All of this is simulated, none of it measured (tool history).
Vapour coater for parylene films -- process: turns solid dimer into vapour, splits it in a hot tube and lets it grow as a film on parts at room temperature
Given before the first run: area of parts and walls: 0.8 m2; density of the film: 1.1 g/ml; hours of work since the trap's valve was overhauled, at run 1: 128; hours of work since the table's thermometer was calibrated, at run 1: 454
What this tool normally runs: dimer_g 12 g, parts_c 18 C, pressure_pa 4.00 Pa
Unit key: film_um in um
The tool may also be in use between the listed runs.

| run | hour | dimer_g | parts_c | pressure_pa | hours of work since the trap's valve was overhauled | hours of work since the table's thermometer was calibrated | film_um |
|---|---|---|---|---|---|---|---|
| 1 | 0.0 | 12 | 18 | 4.00 | 128 | 454 | 10.28 |
| 2 | 48.8 | 12 | 18 | 3.77 | 154 | 480 | 10.34 |
| 3 | 95.1 | 8 | 18 | 4.00 | 178 | 504 | 6.69 |
| 4 | 141.1 | 8 | 18 | 4.00 | 202 | 528 | 6.75 |
| 5 | 167.7 | 6 | 18 | 4.00 | 215 | 541 | 4.93 |
| 6 | 198.7 | 12 | 18 | 2.09 | 231 | 557 | 11.50 |
| 7 | 235.7 | 12 | 18 | 2.09 | 251 | 577 | 11.48 |
| 8 | 289.0 | 12 | 18 | 2.09 | 278 | 604 | 11.37 |
| 9 | 315.5 | 12 | 18 | 4.00 | 292 | 618 | 9.70 |
| 10 | 345.4 | 12 | 18 | 4.00 | 308 | 634 | 9.79 |
| 11 | 393.5 | 12 | 18 | 4.00 | 333 | 658 | 9.59 |
| 12 | 441.9 | 12 | 18 | 4.00 | 358 | 684 | 9.46 |
| 13 | 471.8 | 12 | 18 | 3.13 | 373 | 699 | 9.86 |
| 14 | 507.9 | 12 | 18 | 3.13 | 392 | 718 | 9.97 |
| 15 | 534.0 | 12 | 18 | 3.13 | 405 | 731 | 9.76 |
|  | 556.4 | trap's valve overhauled |
| 16 | 576.9 | 12 | 18 | 3.13 | 11 | 751 | 9.17 |
| 17 | 627.5 | 12 | 18 | 3.13 | 37 | 778 | 9.02 |
| 18 | 667.4 | 12 | 18 | 3.13 | 58 | 798 | 9.02 |
| 19 | 707.2 | 9 | 18 | 4.00 | 78 | 819 | 6.41 |
| 20 | 753.0 | 12 | 18 | 4.00 | 102 | 843 | 8.47 |
| 21 | 780.2 | 12 | 18 | 4.00 | 116 | 857 | 8.35 |
| 22 | 817.1 | 12 | 18 | 4.00 | 135 | 876 | 8.33 |
|  | 845.7 | trap's valve overhauled, once more |
| 23 | 856.2 | 12 | 14 | 4.00 | 5 | 894 | 11.96 |
| 24 | 886.7 | 12 | 18 | 4.00 | 21 | 910 | 10.60 |
| 25 | 929.2 | 20 | 20 | 3.76 | 43 | 932 | 16.85 |
| 26 | 969.1 | 12 | 17 | 2.03 | 64 | 953 | 12.50 |
| 27 | 1003.9 | 12 | 17 | 2.03 | 82 | 971 | 12.62 |
| 28 | 1033.1 | 12 | 12 | 4.12 | 97 | 986 | 12.12 |
| 29 | 1057.9 | 12 | 12 | 4.12 | 110 | 999 | 12.19 |
| 30 | 1083.6 | 12 | 15 | 10.46 | 123 | 1012 | 8.93 |
| 31 | 1131.0 | 13 | 14 | 5.37 | 148 | 1037 | 11.46 |
| 32 | 1164.1 | 11 | 28 | 5.37 | 165 | 1054 | 6.62 |
| 33 | 1191.0 | 12 | 21 | 8.36 | 179 | 1068 | 7.87 |
| 34 | 1228.9 | 11 | 24 | 4.00 | 199 | 1088 | 7.86 |
| 35 | 1282.4 | 10 | 10 | 3.18 | 226 | 1115 | 10.23 |
| 36 | 1330.8 | 11 | 18 | 4.00 | 252 | 1140 | 9.03 |
| 37 | 1382.7 | 11 | 18 | 4.00 | 278 | 1167 | 8.95 |
| 38 | 1415.7 | 11 | 18 | 4.00 | 296 | 1184 | 8.88 |
| 39 | 1467.2 | 11 | 24 | 4.00 | 322 | 1211 | 7.52 |
| 40 | 1511.1 | 6 | 28 | 11.71 | 345 | 1234 | 2.88 |
| 41 | 1541.5 | 6 | 28 | 11.71 | 361 | 1250 | 2.83 |
| 42 | 1564.1 | 14 | 30 | 6.65 | 373 | 1261 | 7.08 |
| 43 | 1611.2 | 8 | 19 | 6.65 | 397 | 1286 | 5.44 |
|  | 1651.3 | trap's valve overhauled |
| 44 | 1667.4 | 12 | 17 | 4.05 | 8 | 1313 | 11.06 |
| 45 | 1696.2 | 16 | 14 | 5.59 | 23 | 1328 | 14.60 |
| 46 | 1742.9 | 10 | 28 | 2.05 | 48 | 1352 | 8.00 |

Run 47, settings as shown, results not yet in. Your forecast:
| 47 | 1793.6 | 7 | 16 | 7.74 | 74 | 1378 | ? |

film_um: 5.55 um
Minus the tool's unlogged condition, the same run would have read film_um 5.67 um.

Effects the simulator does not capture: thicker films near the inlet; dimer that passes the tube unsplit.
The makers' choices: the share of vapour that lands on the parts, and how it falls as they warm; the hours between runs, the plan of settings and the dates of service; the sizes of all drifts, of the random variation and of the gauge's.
